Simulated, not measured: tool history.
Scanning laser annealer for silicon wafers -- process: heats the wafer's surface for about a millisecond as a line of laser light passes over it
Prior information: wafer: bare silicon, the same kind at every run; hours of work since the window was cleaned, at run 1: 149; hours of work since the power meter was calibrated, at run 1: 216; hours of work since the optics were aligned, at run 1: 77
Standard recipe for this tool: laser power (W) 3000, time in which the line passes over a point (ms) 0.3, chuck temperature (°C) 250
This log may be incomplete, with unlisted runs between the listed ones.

run	hour	laser power (W)	time in which the line passes over a point (ms)	chuck temperature (°C)	hours of work since the window was cleaned	hours of work since the power meter was calibrated	hours of work since the optics were aligned	highest temperature of the surface (°C)
1	0	3000	0.3	250	149	216	77	978
2	9.1	3000	0.3	236	155	223	84	957
3	20.8	3000	0.3	236	163	231	92	963
4	32.2	3000	0.222	250	171	239	100	863
5	38.5	3000	0.222	250	176	243	104	863
6	44.4	3000	0.222	223	180	247	109	836
7	52.2	3000	0.222	223	186	253	114	836
8	59.8	2886	0.222	223	191	258	119	812
9	70.9	2886	0.222	223	199	266	127	810
10	81.7	3000	0.3	229	206	274	135	949
11	88.9	3000	0.3	229	211	279	140	953
12	95.8	3000	0.3	229	216	283	145	951
13	103.1	3000	0.3	250	221	289	150	970
14	112.3	3000	0.3	250	228	295	156	970
15	117.9	3000	0.3	250	232	299	160	968
16	129.5	3000	0.3	250	240	307	168	971
17	139.1	3000	0.3	250	246	314	175	969
18	147.1	3000	0.3	250	252	319	181	969
19	159.7	3000	0.252	221	261	328	189	873
20	170.2	2625	0.284	250	268	336	197	861
21	181.3	2625	0.284	250	276	343	205	862
22	188.7	2625	0.284	288	281	349	210	896
23	194.3	3000	0.294	250	285	353	214	959
24	204.7	2824	0.251	226	292	360	221	837
25	216.2	2666	0.307	226	300	368	229	873
26	227.6	3000	0.37	250	308	376	237	1057
27	236.4	2843	0.217	222	315	382	243	790
28	247.5	2843	0.217	222	322	390	251	789

Each row is a separate what-if for the run after 28, all from the same tool condition, not one after another. Results?
A	255.3	3000	0.268	250	328	395	256	?
B	255.3	2843	0.38	229	328	395	256	?
C	255.3	3000	0.3	218	328	395	256	?
D	255.3	2843	0.235	227	328	395	256	?
E	255.3	2972	0.347	222	328	395	256	?

run	highest temperature of the surface (°C)
A	921
B	999
C	933
D	818
E	990
The same runs, with their run-to-run variation unchanged, on a tool lacking any hidden condition would have given:
run	highest temperature of the surface (°C)
A	942
B	1024
C	956
D	836
E	1014
